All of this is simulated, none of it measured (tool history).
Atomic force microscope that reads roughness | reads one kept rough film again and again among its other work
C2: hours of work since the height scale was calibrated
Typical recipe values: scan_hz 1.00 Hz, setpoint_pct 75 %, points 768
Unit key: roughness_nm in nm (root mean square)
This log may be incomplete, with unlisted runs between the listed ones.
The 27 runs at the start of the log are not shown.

{"run": 28, "hour": 681.4, "scan_hz": 0.76, "setpoint_pct": 61, "points": 950, "pictures with this tip": 71, "C2": 112, "roughness_nm": 3.982}
{"run": 29, "hour": 709.9, "scan_hz": 0.76, "setpoint_pct": 61, "points": 950, "pictures with this tip": 119, "C2": 129, "roughness_nm": 3.584}
{"run": 30, "hour": 741.8, "scan_hz": 0.76, "setpoint_pct": 61, "points": 950, "pictures with this tip": 173, "C2": 147, "roughness_nm": 3.274}
{"run": 31, "hour": 761.9, "scan_hz": 0.76, "setpoint_pct": 61, "points": 950, "pictures with this tip": 207, "C2": 159, "roughness_nm": 3.097}
{"hour": 773.9, "done": "new tip fitted"}
{"run": 32, "hour": 794.9, "scan_hz": 1.39, "setpoint_pct": 61, "points": 950, "pictures with this tip": 36, "C2": 177, "roughness_nm": 4.138}
{"run": 33, "hour": 828.3, "scan_hz": 1.39, "setpoint_pct": 57, "points": 950, "pictures with this tip": 92, "C2": 197, "roughness_nm": 3.789}
{"run": 34, "hour": 862.0, "scan_hz": 1.82, "setpoint_pct": 84, "points": 796, "pictures with this tip": 149, "C2": 216, "roughness_nm": 2.848}
{"run": 35, "hour": 888.9, "scan_hz": 1.0, "setpoint_pct": 72, "points": 768, "pictures with this tip": 194, "C2": 232, "roughness_nm": 3.036}
{"run": 36, "hour": 906.8, "scan_hz": 2.49, "setpoint_pct": 62, "points": 272, "pictures with this tip": 224, "C2": 242, "roughness_nm": 2.769}
{"hour": 910.1, "done": "new tip fitted"}
{"run": 37, "hour": 939.0, "scan_hz": 2.49, "setpoint_pct": 62, "points": 272, "pictures with this tip": 49, "C2": 260, "roughness_nm": 3.773}
{"run": 38, "hour": 967.8, "scan_hz": 1.0, "setpoint_pct": 72, "points": 906, "pictures with this tip": 97, "C2": 277, "roughness_nm": 3.542}
{"run": 39, "hour": 988.9, "scan_hz": 1.0, "setpoint_pct": 72, "points": 906, "pictures with this tip": 133, "C2": 289, "roughness_nm": 3.276}
{"run": 40, "hour": 1013.3, "scan_hz": 1.94, "setpoint_pct": 75, "points": 327, "pictures with this tip": 174, "C2": 303, "roughness_nm": 2.822}
{"hour": 1045.9, "done": "new tip fitted"}
{"run": 41, "hour": 1046.4, "scan_hz": 1.94, "setpoint_pct": 75, "points": 327, "pictures with this tip": 1, "C2": 322, "roughness_nm": 3.967}
{"run": 42, "hour": 1061.6, "scan_hz": 1.94, "setpoint_pct": 75, "points": 327, "pictures with this tip": 26, "C2": 331, "roughness_nm": 3.717}
{"run": 43, "hour": 1097.3, "scan_hz": 1.94, "setpoint_pct": 75, "points": 327, "pictures with this tip": 86, "C2": 352, "roughness_nm": 3.279}
{"run": 44, "hour": 1126.2, "scan_hz": 1.0, "setpoint_pct": 75, "points": 881, "pictures with this tip": 135, "C2": 368, "roughness_nm": 3.227}
{"run": 45, "hour": 1151.6, "scan_hz": 1.05, "setpoint_pct": 64, "points": 326, "pictures with this tip": 178, "C2": 383, "roughness_nm": 3.062}
{"run": 46, "hour": 1169.1, "scan_hz": 2.69, "setpoint_pct": 56, "points": 768, "pictures with this tip": 207, "C2": 393, "roughness_nm": 2.876}
{"hour": 1181.8, "done": "new tip fitted"}
{"run": 47, "hour": 1200.5, "scan_hz": 1.12, "setpoint_pct": 56, "points": 456, "pictures with this tip": 31, "C2": 411, "roughness_nm": 4.22}
{"run": 48, "hour": 1222.0, "scan_hz": 1.1, "setpoint_pct": 57, "points": 598, "pictures with this tip": 67, "C2": 424, "roughness_nm": 3.882}
{"run": 49, "hour": 1239.2, "scan_hz": 1.98, "setpoint_pct": 61, "points": 1015, "pictures with this tip": 96, "C2": 433, "roughness_nm": 3.518}
{"run": 50, "hour": 1258.1, "scan_hz": 0.9, "setpoint_pct": 69, "points": 409, "pictures with this tip": 128, "C2": 444, "roughness_nm": 3.352}
{"run": 51, "hour": 1284.4, "scan_hz": 0.9, "setpoint_pct": 69, "points": 329, "pictures with this tip": 172, "C2": 460, "roughness_nm": 3.087}

Alternative continuations, all from the tool just after run 51; predict every row:
{"run": "A", "hour": 1308.3, "scan_hz": 0.86, "setpoint_pct": 60, "points": 272, "pictures with this tip": 213, "C2": 473, "roughness_nm": "?"}
{"run": "B", "hour": 1308.3, "scan_hz": 0.9, "setpoint_pct": 69, "points": 631, "pictures with this tip": 213, "C2": 473, "roughness_nm": "?"}
{"run": "C", "hour": 1308.3, "scan_hz": 0.9, "setpoint_pct": 65, "points": 543, "pictures with this tip": 213, "C2": 473, "roughness_nm": "?"}
{"run": "D", "hour": 1308.3, "scan_hz": 0.55, "setpoint_pct": 66, "points": 768, "pictures with this tip": 213, "C2": 473, "roughness_nm": "?"}
{"run": "E", "hour": 1308.3, "scan_hz": 3.68, "setpoint_pct": 57, "points": 781, "pictures with this tip": 213, "C2": 473, "roughness_nm": "?"}

run=A roughness_nm=2.970
run=B roughness_nm=2.947
run=C roughness_nm=2.965
run=D roughness_nm=3.014
run=E roughness_nm=2.808
With no hidden state in the tool, these same runs would have given:
run=A roughness_nm=4.556
run=B roughness_nm=4.519
run=C roughness_nm=4.548
run=D roughness_nm=4.623
run=E roughness_nm=4.308
